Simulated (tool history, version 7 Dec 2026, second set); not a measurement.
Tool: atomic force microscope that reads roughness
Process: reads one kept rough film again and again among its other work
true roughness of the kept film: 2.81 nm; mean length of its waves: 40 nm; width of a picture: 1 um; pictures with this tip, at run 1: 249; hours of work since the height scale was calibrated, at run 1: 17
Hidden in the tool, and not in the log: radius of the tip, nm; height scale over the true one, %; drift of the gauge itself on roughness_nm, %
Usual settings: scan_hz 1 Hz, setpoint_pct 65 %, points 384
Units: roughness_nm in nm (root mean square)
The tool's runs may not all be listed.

run,hour,scan_hz,setpoint_pct,points,pictures with this tip,hours of work since the height scale was calibrated,roughness_nm
1,0,1,65,384,249,17,2.442
2,24.9,1,65,384,276,28,2.438
# hour 41.8: new tip fitted
3,43.1,1,65,384,1,37,2.638
4,65.9,1,65,384,26,47,2.628
5,90.3,1,65,608,52,59,2.607
6,112.2,1,65,384,76,69,2.549
7,128.6,1,65,605,94,77,2.571
8,149.2,3.53,65,384,116,87,2.464
9,161.9,1.28,65,384,130,93,2.51
10,180.5,3.57,65,384,150,101,2.432
11,205,1,65,384,176,113,2.495
12,217.5,1,65,384,190,119,2.477
13,232.3,1,65,384,206,126,2.482
14,245,1,65,384,219,132,2.458
15,266.4,1,65,384,242,142,2.46
16,285,1,65,384,262,150,2.438
17,297.6,1,65,384,276,156,2.415
# hour 315.8: new tip fitted
18,324.8,1,65,384,10,169,2.618
19,337.1,1,65,384,23,175,2.607
20,351.6,1,65,384,39,182,2.594
21,369.5,1,65,384,58,190,2.565
22,383.2,1.01,76,357,73,196,2.539
23,398.6,1.01,76,357,90,204,2.516
24,420.2,1,57,303,113,214,2.544
25,440.4,1,57,303,135,223,2.55
26,462.6,1,57,303,159,234,2.507
27,477.2,0.67,66,945,174,241,2.502
28,493.5,0.67,66,945,192,248,2.51
29,510.5,0.67,66,945,210,256,2.483
30,522.5,1.13,65,384,223,262,2.459
31,538.6,1.13,69,710,241,269,2.453
32,558.4,1.13,69,710,262,279,2.439
33,573.6,1,63,520,279,286,2.435
34,585.4,2.41,74,453,291,291,2.316
# hour 588.8: new tip fitted
35,604.3,2.41,74,453,16,300,2.524
36,631.9,1.62,87,291,46,313,2.452
37,651,1.62,87,291,67,322,2.431
38,679.5,1.62,87,291,97,335,2.419
39,695.1,3.62,87,651,114,343,2.238
40,707.2,3.62,66,651,127,348,2.452
41,727.2,0.62,82,409,149,358,2.515

Forecast each of these 3 alternatives for the next run:
A,740.2,0.58,65,389,163,364,?
B,740.2,0.83,82,409,163,364,?
C,740.2,1.8,65,816,163,364,?

run,roughness_nm
A,2.537
B,2.478
C,2.481
Without the tool's hidden state the same runs would have given:
run,roughness_nm
A,2.653
B,2.591
C,2.594
